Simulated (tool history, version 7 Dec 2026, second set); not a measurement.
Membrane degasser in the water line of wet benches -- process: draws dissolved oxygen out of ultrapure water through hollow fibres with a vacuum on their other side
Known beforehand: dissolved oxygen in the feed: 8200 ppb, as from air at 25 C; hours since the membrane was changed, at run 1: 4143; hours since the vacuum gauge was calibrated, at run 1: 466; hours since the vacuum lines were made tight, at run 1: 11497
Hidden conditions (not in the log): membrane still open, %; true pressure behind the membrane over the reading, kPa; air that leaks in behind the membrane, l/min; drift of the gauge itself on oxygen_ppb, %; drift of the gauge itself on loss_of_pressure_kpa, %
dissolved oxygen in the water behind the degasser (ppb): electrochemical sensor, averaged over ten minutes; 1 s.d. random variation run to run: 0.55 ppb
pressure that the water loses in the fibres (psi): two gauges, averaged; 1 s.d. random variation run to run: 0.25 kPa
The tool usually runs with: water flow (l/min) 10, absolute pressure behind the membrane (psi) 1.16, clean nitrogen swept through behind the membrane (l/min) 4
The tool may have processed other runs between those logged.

run,hour,water flow (l/min),absolute pressure behind the membrane (psi),clean nitrogen swept through behind the membrane (l/min),hours since the membrane was changed,hours since the vacuum gauge was calibrated,hours since the vacuum lines were made tight,dissolved oxygen in the water behind the degasser (ppb),pressure that the water loses in the fibres (psi)
1,0,10,1.16,4,4143,466,11497,49.4,10.082
2,67.6,10,0.949,4,4211,534,11565,40.4,10.118
3,155.1,10,2.461,4,4298,621,11652,107.2,10.106
4,224.6,10,1.16,4,4368,691,11722,50.6,10.166
5,296.6,10,1.16,4,4440,763,11794,50.6,10.074
6,355.4,10,1.16,4,4498,821,11852,49.9,10.156
7,464.5,10,1.16,4,4608,931,11961,50.6,10.102
8,525.3,10,1.16,4,4668,991,12022,49.5,10.214
9,640.5,10,1.16,4,4784,1107,12137,51,10.095
10,736.4,10,1.16,4,4879,1202,12233,51.6,10.138
11,855,10,1.16,10.61,4998,1321,12352,32,10.166
12,915.8,10,1.16,10.61,5059,1382,12413,31.5,10.151
13,984.6,10,2.322,2.27,5128,1451,12482,163,10.169
14,1061.6,10,2.322,2.27,5205,1528,12559,165,10.192
15,1170.6,10,2.322,2.27,5314,1637,12668,165.1,10.247
16,1239.1,10,1.181,2.27,5382,1705,12736,75.9,10.183
17,1344.3,14,2.305,2.27,5487,1810,12841,263.8,14.222
18,1410.1,10,1.169,2.67,5553,1876,12907,67.6,10.182
19,1458.9,14,1.16,4,5602,1925,12956,116.1,14.264
20,1523.9,12,2.35,3.28,5667,1990,13021,160,12.253
21,1628.1,9,1.916,2.21,5771,2094,13125,119.8,9.153
22,1741.7,7,1.916,8.26,5885,2208,13239,26.5,7.105
23,1825.7,11,1.16,4,5969,2292,13323,64.9,11.222

Consider 4 possible next runs. They are alternatives, not a sequence: every one starts from the tool as it was left by run 23. What does each give?
A,1895.8,7,0.782,7.84,6039,2362,13393,?,?
B,1895.8,12,2.616,4,6039,2362,13393,?,?
C,1895.8,9,2.602,1.97,6039,2362,13393,?,?
D,1895.8,13,1.16,1.81,6039,2362,13393,?,?

run,dissolved oxygen in the water behind the degasser (ppb),pressure that the water loses in the fibres (psi)
A,8.5,7.107
B,156.5,12.241
C,186.7,9.133
D,143.7,13.303
What these runs would have given with no unlogged condition in the tool:
run,dissolved oxygen in the water behind the degasser (ppb),pressure that the water loses in the fibres (psi)
A,7,6.905
B,143.1,11.895
C,170.7,8.876
D,130.4,12.927
